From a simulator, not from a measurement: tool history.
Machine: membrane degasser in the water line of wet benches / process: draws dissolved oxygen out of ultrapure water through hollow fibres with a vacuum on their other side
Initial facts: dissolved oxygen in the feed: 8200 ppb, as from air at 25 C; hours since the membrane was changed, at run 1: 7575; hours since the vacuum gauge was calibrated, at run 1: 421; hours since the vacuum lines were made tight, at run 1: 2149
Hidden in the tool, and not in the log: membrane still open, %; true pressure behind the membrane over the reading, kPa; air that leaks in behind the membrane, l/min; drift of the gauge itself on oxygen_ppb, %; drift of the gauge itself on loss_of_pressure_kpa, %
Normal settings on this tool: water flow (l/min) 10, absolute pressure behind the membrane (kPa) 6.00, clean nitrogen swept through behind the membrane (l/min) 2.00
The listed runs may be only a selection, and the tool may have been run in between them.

run,day,water flow (l/min),absolute pressure behind the membrane (kPa),clean nitrogen swept through behind the membrane (l/min),hours since the membrane was changed,hours since the vacuum gauge was calibrated,hours since the vacuum lines were made tight,dissolved oxygen in the water behind the degasser (ppb),pressure that the water loses in the fibres (kPa)
1,0.000,10,6.00,2.00,7575,421,2149,39.5,66.78
2,6.529,10,6.00,2.00,7732,578,2305,40.7,67.24
3,15.088,10,6.16,2.00,7937,783,2511,42.4,67.16
4,23.633,10,6.00,1.65,8142,988,2716,49.1,66.89
5,30.896,12,6.00,2.00,8317,1163,2890,56.9,80.69
6,37.512,12,6.00,2.00,8475,1322,3049,56.8,80.26
7,44.179,10,6.00,2.00,8635,1482,3209,41.1,67.49

The next listed run, before its measurement:
8,50.617,10,6.00,2.00,8790,1636,3364,?,?

{"run 8": {"dissolved oxygen in the water behind the degasser (ppb)": 41.2, "pressure that the water loses in the fibres (kPa)": 67.5}}
On a tool with no hidden condition, and with the same random variation, this run would have come out at dissolved oxygen in the water behind the degasser (ppb) 37.5, pressure that the water loses in the fibres (kPa) 64.51.
